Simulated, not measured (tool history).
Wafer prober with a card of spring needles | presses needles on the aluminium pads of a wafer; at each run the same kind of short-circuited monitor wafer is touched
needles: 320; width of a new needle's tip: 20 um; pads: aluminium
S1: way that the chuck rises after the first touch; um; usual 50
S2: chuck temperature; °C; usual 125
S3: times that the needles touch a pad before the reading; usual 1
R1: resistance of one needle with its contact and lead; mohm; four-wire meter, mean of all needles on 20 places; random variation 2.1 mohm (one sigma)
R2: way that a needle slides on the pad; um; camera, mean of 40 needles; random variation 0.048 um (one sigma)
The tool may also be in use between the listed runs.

run,day,S1,S2,S3,R1,R2
1,0.000,50,125,1,256,8.47
# day 0.092: tips cleaned on abrasive film
# day 0.275: tips cleaned on abrasive film
# day 0.500: tips cleaned on abrasive film
# day 0.729: tips cleaned on abrasive film
# day 0.954: tips cleaned on abrasive film
2,1.075,50,125,1,265,8.42
# day 1.167: tips cleaned on abrasive film
# day 1.392: tips cleaned on abrasive film
# day 1.621: tips cleaned on abrasive film
# day 1.846: tips cleaned on abrasive film
3,1.908,50,125,1,251,8.31
# day 2.046: tips cleaned on abrasive film
# day 2.058: height of the first contact set anew
# day 2.283: tips cleaned on abrasive film
# day 2.467: tips cleaned on abrasive film
# day 2.692: tips cleaned on abrasive film
# day 2.917: tips cleaned on abrasive film
4,2.921,50,125,1,236,8.73
# day 3.146: tips cleaned on abrasive film
# day 3.325: tips cleaned on abrasive film
# day 3.554: tips cleaned on abrasive film
# day 3.779: tips cleaned on abrasive film
# day 4.004: tips cleaned on abrasive film
# day 4.233: tips cleaned on abrasive film
5,4.258,50,125,1,246,8.68
# day 4.442: tips cleaned on abrasive film
# day 4.667: tips cleaned on abrasive film
# day 4.896: tips cleaned on abrasive film
# day 5.121: tips cleaned on abrasive film
# day 5.346: tips cleaned on abrasive film
# day 5.529: tips cleaned on abrasive film
6,5.538,50,125,1,243,8.53
# day 5.721: tips cleaned on abrasive film
# day 5.946: tips cleaned on abrasive film
# day 6.171: tips cleaned on abrasive film
# day 6.354: tips cleaned on abrasive film
# day 6.579: tips cleaned on abrasive film
7,6.708,50,125,1,273,8.53
# day 6.800: tips cleaned on abrasive film
# day 6.983: tips cleaned on abrasive film
# day 7.208: tips cleaned on abrasive film
# day 7.438: tips cleaned on abrasive film
# day 7.662: tips cleaned on abrasive film
8,7.754,50,125,1,263,8.30
# day 7.846: tips cleaned on abrasive film
# day 8.075: tips cleaned on abrasive film
# day 8.300: tips cleaned on abrasive film
# day 8.400: height of the first contact set anew
# day 8.538: tips cleaned on abrasive film
# day 8.762: tips cleaned on abrasive film
# day 8.946: tips cleaned on abrasive film
9,8.983,50,125,1,245,8.70
# day 9.162: tips cleaned on abrasive film
# day 9.392: tips cleaned on abrasive film
# day 9.617: tips cleaned on abrasive film
# day 9.842: tips cleaned on abrasive film
# day 10.071: tips cleaned on abrasive film
10,10.104,50,125,1,251,8.56
# day 10.288: tips cleaned on abrasive film
# day 10.512: tips cleaned on abrasive film
# day 10.738: tips cleaned on abrasive film
# day 10.921: tips cleaned on abrasive film
11,11.079,50,69,1,256,8.65
# day 11.129: tips cleaned on abrasive film
# day 11.308: tips cleaned on abrasive film
# day 11.538: tips cleaned on abrasive film
# day 11.762: tips cleaned on abrasive film
# day 11.946: tips cleaned on abrasive film
# day 12.171: tips cleaned on abrasive film
12,12.183,50,64,1,227,8.50
# day 12.367: tips cleaned on abrasive film
# day 12.592: tips cleaned on abrasive film
# day 12.817: tips cleaned on abrasive film
# day 13.046: tips cleaned on abrasive film
13,13.138,47,125,1,267,7.95
# day 13.229: tips cleaned on abrasive film
# day 13.454: tips cleaned on abrasive film
# day 13.683: tips cleaned on abrasive film
# day 13.908: tips cleaned on abrasive film
# day 14.088: tips cleaned on abrasive film
# day 14.300: tips cleaned on abrasive film
14,14.300,56,30,2,209,9.44
# day 14.529: tips cleaned on abrasive film
# day 14.708: tips cleaned on abrasive film
# day 14.721: height of the first contact set anew
# day 14.950: tips cleaned on abrasive film
15,14.967,50,125,3,243,8.67
# day 15.146: tips cleaned on abrasive film
# day 15.375: tips cleaned on abrasive film
# day 15.600: tips cleaned on abrasive film
# day 15.825: tips cleaned on abrasive film
16,15.850,61,118,1,233,10.66
# day 16.029: tips cleaned on abrasive film
# day 16.258: tips cleaned on abrasive film
# day 16.483: tips cleaned on abrasive film
# day 16.708: tips cleaned on abrasive film
# day 16.908: tips cleaned on abrasive film
# day 17.408: card fitted with new needles
17,17.408,35,125,1,247,6.14
# day 17.633: tips cleaned on abrasive film
# day 17.858: tips cleaned on abrasive film
# day 18.088: tips cleaned on abrasive film
# day 18.312: tips cleaned on abrasive film
# day 18.538: tips cleaned on abrasive film
18,18.650,65,118,2,222,11.29
# day 18.742: tips cleaned on abrasive film
# day 18.967: tips cleaned on abrasive film
# day 19.196: tips cleaned on abrasive film
# day 19.375: tips cleaned on abrasive film
# day 19.558: tips cleaned on abrasive film
19,19.558,65,118,2,217,11.26
# day 19.742: tips cleaned on abrasive film
# day 19.967: tips cleaned on abrasive film
# day 20.196: tips cleaned on abrasive film
20,20.233,52,54,2,211,8.95
# day 20.417: tips cleaned on abrasive film
# day 20.642: tips cleaned on abrasive film
# day 20.825: tips cleaned on abrasive film
# day 21.046: tips cleaned on abrasive film
21,21.046,37,54,2,228,6.19
# day 21.271: tips cleaned on abrasive film
# day 21.500: tips cleaned on abrasive film
22,21.650,37,54,2,257,6.10
# day 21.700: tips cleaned on abrasive film
# day 21.925: tips cleaned on abrasive film
# day 22.150: tips cleaned on abrasive film
# day 22.379: tips cleaned on abrasive film
23,22.400,37,54,2,237,6.02
# day 22.579: tips cleaned on abrasive film
# day 22.808: tips cleaned on abrasive film
# day 23.033: tips cleaned on abrasive film
# day 23.217: tips cleaned on abrasive film
24,23.250,60,125,1,228,10.19

The same runs without the tool's hidden state, with the same run-to-run variation:
The hidden state here: debris on the tips, nm; way that the needles fall short of the set height, um; tips' diameter, um; drift of the gauge itself on contact_mohm, %; drift of the gauge itself on scrub_um, %.
run,R1,R2
1,227,8.80
2,229,8.82
3,224,8.77
4,226,8.80
5,228,8.85
6,230,8.80
7,228,8.89
8,226,8.74
9,225,8.76
10,228,8.68
11,210,8.85
12,212,8.79
13,228,8.31
14,198,9.91
15,230,8.69
16,219,10.75
17,247,6.14
18,214,11.38
19,214,11.43
20,203,9.16
21,219,6.47
22,222,6.42
23,224,6.40
24,219,10.64

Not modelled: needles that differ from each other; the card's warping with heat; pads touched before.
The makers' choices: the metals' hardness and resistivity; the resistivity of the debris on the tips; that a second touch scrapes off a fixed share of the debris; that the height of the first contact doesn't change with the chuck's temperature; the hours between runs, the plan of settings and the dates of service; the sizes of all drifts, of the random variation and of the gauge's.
